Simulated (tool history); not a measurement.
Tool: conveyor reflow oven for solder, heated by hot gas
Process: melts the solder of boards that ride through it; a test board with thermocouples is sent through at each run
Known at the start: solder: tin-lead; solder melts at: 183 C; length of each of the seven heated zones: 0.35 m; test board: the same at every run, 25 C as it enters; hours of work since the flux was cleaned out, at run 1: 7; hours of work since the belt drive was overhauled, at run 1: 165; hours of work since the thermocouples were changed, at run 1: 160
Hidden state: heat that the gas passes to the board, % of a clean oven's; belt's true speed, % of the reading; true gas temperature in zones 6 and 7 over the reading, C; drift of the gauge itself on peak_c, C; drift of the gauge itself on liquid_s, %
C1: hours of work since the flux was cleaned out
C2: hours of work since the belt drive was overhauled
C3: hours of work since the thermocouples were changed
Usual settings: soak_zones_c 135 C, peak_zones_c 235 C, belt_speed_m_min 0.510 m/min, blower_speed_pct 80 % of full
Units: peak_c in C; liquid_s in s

run 1 hour=0.0 | soak_zones_c=135 peak_zones_c=235 belt_speed_m_min=0.510 blower_speed_pct=80 | C1=7 C2=165 C3=160 | peak_c=222.5 liquid_s=65.7
run 2 hour=9.2 | soak_zones_c=135 peak_zones_c=235 belt_speed_m_min=0.510 blower_speed_pct=80 | C1=12 C2=169 C3=164 | peak_c=222.4 liquid_s=65.8
run 3 hour=17.7 | soak_zones_c=135 peak_zones_c=235 belt_speed_m_min=0.510 blower_speed_pct=80 | C1=15 C2=173 C3=168 | peak_c=222.9 liquid_s=65.6
run 4 hour=24.5 | soak_zones_c=135 peak_zones_c=235 belt_speed_m_min=0.510 blower_speed_pct=62 | C1=18 C2=176 C3=171 | peak_c=219.6 liquid_s=63.0
run 5 hour=32.2 | soak_zones_c=135 peak_zones_c=235 belt_speed_m_min=0.510 blower_speed_pct=62 | C1=22 C2=179 C3=174 | peak_c=219.4 liquid_s=62.8
run 6 hour=41.3 | soak_zones_c=135 peak_zones_c=235 belt_speed_m_min=0.510 blower_speed_pct=80 | C1=26 C2=184 C3=178 | peak_c=222.3 liquid_s=65.9
run 7 hour=47.4 | soak_zones_c=135 peak_zones_c=235 belt_speed_m_min=0.510 blower_speed_pct=80 | C1=29 C2=186 C3=181 | peak_c=222.1 liquid_s=65.8
run 8 hour=54.2 | soak_zones_c=135 peak_zones_c=235 belt_speed_m_min=0.510 blower_speed_pct=80 | C1=32 C2=189 C3=184 | peak_c=222.1 liquid_s=65.7
run 9 hour=63.7 | soak_zones_c=135 peak_zones_c=235 belt_speed_m_min=0.510 blower_speed_pct=80 | C1=36 C2=194 C3=188 | peak_c=222.1 liquid_s=66.0
run 10 hour=68.5 | soak_zones_c=135 peak_zones_c=235 belt_speed_m_min=0.510 blower_speed_pct=80 | C1=38 C2=196 C3=190 | peak_c=222.2 liquid_s=65.4
-- hour=74.1 flux residue cleaned out of gas plates and filters
run 11 hour=83.0 | soak_zones_c=135 peak_zones_c=235 belt_speed_m_min=0.510 blower_speed_pct=80 | C1=4 C2=200 C3=195 | peak_c=222.1 liquid_s=65.6
run 12 hour=89.5 | soak_zones_c=135 peak_zones_c=235 belt_speed_m_min=0.510 blower_speed_pct=80 | C1=7 C2=203 C3=198 | peak_c=221.3 liquid_s=65.3
run 13 hour=98.1 | soak_zones_c=135 peak_zones_c=235 belt_speed_m_min=0.510 blower_speed_pct=80 | C1=11 C2=207 C3=202 | peak_c=222.0 liquid_s=65.1
run 14 hour=106.4 | soak_zones_c=135 peak_zones_c=235 belt_speed_m_min=0.510 blower_speed_pct=80 | C1=15 C2=211 C3=205 | peak_c=221.8 liquid_s=64.9
run 15 hour=112.8 | soak_zones_c=135 peak_zones_c=235 belt_speed_m_min=0.510 blower_speed_pct=80 | C1=17 C2=214 C3=208 | peak_c=222.2 liquid_s=65.0
run 16 hour=122.2 | soak_zones_c=135 peak_zones_c=235 belt_speed_m_min=0.560 blower_speed_pct=80 | C1=22 C2=218 C3=212 | peak_c=219.4 liquid_s=57.0
run 17 hour=127.0 | soak_zones_c=135 peak_zones_c=223 belt_speed_m_min=0.510 blower_speed_pct=55 | C1=24 C2=220 C3=215 | peak_c=206.7 liquid_s=50.9
-- hour=137.9 flux residue cleaned out of gas plates and filters, once more
run 18 hour=140.2 | soak_zones_c=135 peak_zones_c=231 belt_speed_m_min=0.579 blower_speed_pct=75 | C1=1 C2=224 C3=218 | peak_c=214.6 liquid_s=51.6
run 19 hour=144.3 | soak_zones_c=135 peak_zones_c=231 belt_speed_m_min=0.579 blower_speed_pct=75 | C1=3 C2=225 C3=220 | peak_c=214.8 liquid_s=51.4
run 20 hour=153.4 | soak_zones_c=135 peak_zones_c=245 belt_speed_m_min=0.579 blower_speed_pct=75 | C1=7 C2=230 C3=224 | peak_c=226.6 liquid_s=59.3
run 21 hour=157.5 | soak_zones_c=135 peak_zones_c=235 belt_speed_m_min=0.510 blower_speed_pct=63 | C1=9 C2=231 C3=226 | peak_c=219.9 liquid_s=63.3
run 22 hour=163.5 | soak_zones_c=136 peak_zones_c=235 belt_speed_m_min=0.510 blower_speed_pct=72 | C1=12 C2=234 C3=229 | peak_c=221.7 liquid_s=65.1
run 23 hour=167.7 | soak_zones_c=135 peak_zones_c=235 belt_speed_m_min=0.510 blower_speed_pct=81 | C1=13 C2=236 C3=231 | peak_c=223.1 liquid_s=65.8
run 24 hour=176.7 | soak_zones_c=135 peak_zones_c=249 belt_speed_m_min=0.510 blower_speed_pct=74 | C1=18 C2=240 C3=235 | peak_c=233.9 liquid_s=72.5
run 25 hour=184.8 | soak_zones_c=135 peak_zones_c=249 belt_speed_m_min=0.510 blower_speed_pct=74 | C1=21 C2=244 C3=238 | peak_c=233.3 liquid_s=72.8
run 26 hour=191.6 | soak_zones_c=135 peak_zones_c=249 belt_speed_m_min=0.527 blower_speed_pct=74 | C1=24 C2=247 C3=241 | peak_c=232.3 liquid_s=69.2
run 27 hour=200.4 | soak_zones_c=123 peak_zones_c=228 belt_speed_m_min=0.527 blower_speed_pct=73 | C1=28 C2=251 C3=245 | peak_c=212.1 liquid_s=51.5
run 28 hour=206.1 | soak_zones_c=134 peak_zones_c=228 belt_speed_m_min=0.527 blower_speed_pct=73 | C1=31 C2=253 C3=248 | peak_c=213.4 liquid_s=56.3
run 29 hour=214.1 | soak_zones_c=140 peak_zones_c=247 belt_speed_m_min=0.420 blower_speed_pct=61 | C1=34 C2=257 C3=252 | peak_c=235.9 liquid_s=91.6
run 30 hour=219.3 | soak_zones_c=135 peak_zones_c=237 belt_speed_m_min=0.516 blower_speed_pct=62 | C1=37 C2=259 C3=254 | peak_c=220.5 liquid_s=62.7
run 31 hour=228.1 | soak_zones_c=128 peak_zones_c=234 belt_speed_m_min=0.510 blower_speed_pct=80 | C1=41 C2=263 C3=258 | peak_c=220.5 liquid_s=62.2
run 32 hour=233.8 | soak_zones_c=128 peak_zones_c=234 belt_speed_m_min=0.484 blower_speed_pct=66 | C1=43 C2=266 C3=260 | peak_c=219.7 liquid_s=64.4

Measured less the same run without the tool's hidden state. The same run-to-run variation is in both; the gauge's scatter may not be:
run=1 peak_c=-0.2 liquid_s=+0.1
run=2 peak_c=-0.2 liquid_s=+0.0
run=3 peak_c=-0.2 liquid_s=+0.0
run=4 peak_c=-0.3 liquid_s=+0.0
run=5 peak_c=-0.3 liquid_s=+0.0
run=6 peak_c=-0.3 liquid_s=-0.1
run=7 peak_c=-0.4 liquid_s=-0.1
run=8 peak_c=-0.4 liquid_s=-0.1
run=9 peak_c=-0.5 liquid_s=-0.2
run=10 peak_c=-0.5 liquid_s=-0.2
run=11 peak_c=-0.7 liquid_s=-0.4
run=12 peak_c=-0.7 liquid_s=-0.4
run=13 peak_c=-0.8 liquid_s=-0.4
run=14 peak_c=-0.9 liquid_s=-0.4
run=15 peak_c=-0.9 liquid_s=-0.5
run=16 peak_c=-1.0 liquid_s=-0.7
run=17 peak_c=-0.8 liquid_s=-0.9
run=18 peak_c=-0.3 liquid_s=+0.0
run=19 peak_c=-0.3 liquid_s=+0.0
run=20 peak_c=-0.3 liquid_s=+0.1
run=21 peak_c=-0.3 liquid_s=+0.0
run=22 peak_c=-0.3 liquid_s=+0.0
run=23 peak_c=-0.3 liquid_s=+0.0
run=24 peak_c=-0.5 liquid_s=+0.1
run=25 peak_c=-0.4 liquid_s=+0.0
run=26 peak_c=-0.5 liquid_s=+0.0
run=27 peak_c=-0.5 liquid_s=-0.3
run=28 peak_c=-0.5 liquid_s=-0.3
run=29 peak_c=-0.5 liquid_s=+0.1
run=30 peak_c=-0.6 liquid_s=-0.2
run=31 peak_c=-0.7 liquid_s=-0.3
run=32 peak_c=-0.6 liquid_s=-0.3
